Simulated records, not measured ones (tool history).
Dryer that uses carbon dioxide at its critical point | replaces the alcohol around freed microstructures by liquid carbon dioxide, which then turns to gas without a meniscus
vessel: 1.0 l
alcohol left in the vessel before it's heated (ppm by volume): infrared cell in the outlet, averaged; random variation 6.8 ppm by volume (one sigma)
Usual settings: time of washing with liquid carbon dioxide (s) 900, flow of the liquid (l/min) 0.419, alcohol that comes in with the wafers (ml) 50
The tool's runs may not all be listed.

run    day  time of washing with liquid carbon dioxide (s)  flow of the liquid (l/min)  alcohol that comes in with the wafers (ml)  alcohol left in the vessel before it's heated (ppm by volume)
  1      0                                             900                       0.419                                          50                                                            427
  2  0.738                                             900                       0.419                                          50                                                            445
  3  1.304                                             900                       0.419                                          50                                                            443
  4  2.096                                             900                       0.419                                          50                                                            454
  5    2.8                                             900                       0.419                                          50                                                            462
  6   3.45                                             900                       0.419                                          50                                                            461
  7  4.025                                             900                       0.419                                          50                                                            454
  8  4.954                                             900                       0.419                                          70                                                            637
  9  5.892                                            1080                        0.26                                          70                                                           2438
 10  6.325                                             600                       0.328                                          78                                                           6791
 11  7.212                                             720                       0.424                                         104                                                           2296
 12  7.783                                             600                       0.513                                          67                                                           1415

Forecast each of these 5 alternatives for the next run:
  A  8.238                                             900                       0.251                                          50                                                              ?
  B  8.238                                             720                       0.666                                          35                                                              ?
  C  8.238                                             600                         0.3                                          50                                                              ?
  D  8.238                                             660                       0.513                                          20                                                              ?
  E  8.238                                             900                       0.419                                          22                                                              ?

run  alcohol left in the vessel before it's heated (ppm by volume)
  A                                                           3443
  B                                                            156
  C                                                           5731
  D                                                            360
  E                                                            289
Without the tool's hidden state the same runs would have given:
run  alcohol left in the vessel before it's heated (ppm by volume)
  A                                                           2668
  B                                                             48
  C                                                           4689
  D                                                            194
  E                                                            141
